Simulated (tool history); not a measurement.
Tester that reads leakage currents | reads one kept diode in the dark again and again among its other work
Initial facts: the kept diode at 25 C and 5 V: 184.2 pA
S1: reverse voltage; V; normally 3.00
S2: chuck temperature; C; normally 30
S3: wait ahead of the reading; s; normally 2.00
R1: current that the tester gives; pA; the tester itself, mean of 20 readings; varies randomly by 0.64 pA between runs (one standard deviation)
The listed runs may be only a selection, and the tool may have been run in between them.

run 1 hour=0.0 | S1=3.00 S2=30 S3=2.00 | R1=221.29
run 2 hour=85.2 | S1=3.00 S2=30 S3=5.50 | R1=222.72
run 3 hour=120.0 | S1=3.00 S2=30 S3=5.50 | R1=222.75
run 4 hour=165.3 | S1=3.00 S2=30 S3=5.50 | R1=222.62
run 5 hour=238.9 | S1=3.00 S2=30 S3=5.50 | R1=223.58
run 6 hour=300.4 | S1=3.00 S2=30 S3=5.50 | R1=223.90
run 7 hour=384.0 | S1=1.22 S2=32 S3=5.50 | R1=172.59
run 8 hour=429.7 | S1=3.00 S2=24 S3=3.64 | R1=146.99
run 9 hour=468.6 | S1=2.35 S2=33 S3=4.95 | R1=248.09
run 10 hour=518.2 | S1=2.35 S2=33 S3=4.95 | R1=249.02

Run 11 is up next; what results do you expect?
run 11 hour=587.6 | S1=5.30 S2=23 S3=0.93 | R1=?

Run 11 measured R1 177.84 pA.
With the hidden condition absent and the run-to-run variation left alone, this run would have shown R1 164.09 pA.
